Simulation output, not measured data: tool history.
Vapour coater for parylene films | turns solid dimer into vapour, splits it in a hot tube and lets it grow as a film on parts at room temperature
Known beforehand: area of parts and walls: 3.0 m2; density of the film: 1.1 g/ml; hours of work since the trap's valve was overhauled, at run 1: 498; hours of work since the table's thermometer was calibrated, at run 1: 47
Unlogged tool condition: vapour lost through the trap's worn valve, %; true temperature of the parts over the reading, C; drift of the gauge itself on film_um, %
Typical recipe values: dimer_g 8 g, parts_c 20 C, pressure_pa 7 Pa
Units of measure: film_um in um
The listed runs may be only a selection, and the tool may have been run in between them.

run,day,dimer_g,parts_c,pressure_pa,hours of work since the trap's valve was overhauled,hours of work since the table's thermometer was calibrated,film_um
1,0,8,20,7,498,47,1.56
2,0.371,8,20,4.06,505,54,1.75
# day 0.567: trap's valve overhauled
3,1.075,5,20,7,9,63,1.16
4,1.562,8,20,7,18,72,1.84
5,2.183,8,20,7,29,83,1.89
6,2.742,8,20,10.51,39,93,1.76
7,3.004,8,20,10.51,44,98,1.76
8,3.6,8,20,4.48,54,109,1.88
9,4.217,4,20,7,66,120,0.92
10,4.704,4,20,7,74,128,0.92
11,5.333,8,20,7,86,140,1.81
12,5.675,8,20,7,92,146,1.8
13,6.021,8,20,7,98,152,1.79
14,6.362,8,20,7,104,158,1.79
15,6.988,8,20,7,115,169,1.77
16,7.254,8,20,7,120,174,1.82
17,7.533,8,20,7,125,179,1.8
18,8.096,8,20,7,135,189,1.77
19,8.45,8,20,7,142,196,1.76
20,9.025,8,20,7,152,206,1.8
21,9.462,8,20,7,160,214,1.75
22,9.983,6,15,11.37,169,223,1.49
23,10.304,9,29,10.83,175,229,1.4
24,10.596,4,15,8.13,180,234,1.05
25,11.004,6,32,2.16,188,242,1.03
26,11.333,8,20,2.02,193,248,2.08
27,11.833,8,20,11.94,202,257,1.63
28,12.417,8,21,7,213,267,1.64
29,12.775,6,19,2.09,219,274,1.6
30,13.171,6,19,4.49,226,281,1.41
31,13.433,4,22,2.71,231,285,0.92
32,13.788,8,12,8.3,238,292,2.25
33,14.154,8,12,8.3,244,298,2.25
34,14.671,13,20,4.3,253,308,3.02
35,15.125,13,20,4.3,262,316,3
36,15.7,7,20,2.77,272,326,1.66
37,16.183,7,20,2.77,281,335,1.72
38,16.483,5,18,4.29,286,340,1.21
39,16.842,4,20,7,292,347,0.87

For some of the steps in film_um from one run to the next: how much would appear even if the tool had no hidden state, given the settings, what came in and random variation, and how much remains for the hidden state plus any gauge scatter that the measured result and the result without hidden state don't share?
Run 2 -> 3: dimer_g 8 -> 5, pressure_pa 4.06 -> 7, trap's valve overhauled. film_um -0.59 um: hidden state +0.28, all else -0.87.
Run 25 -> 26: dimer_g 6 -> 8, parts_c 32 -> 20, pressure_pa 2.16 -> 2.02. film_um +1.05 um: hidden state -0.05, all else +1.1.
Run 31 -> 32: dimer_g 4 -> 8, parts_c 22 -> 12, pressure_pa 2.71 -> 8.3. film_um +1.33 um: hidden state -0.1, all else +1.43.
Run 35 -> 36: dimer_g 13 -> 7, pressure_pa 4.3 -> 2.77. film_um -1.34 um: hidden state +0.09, all else -1.43.
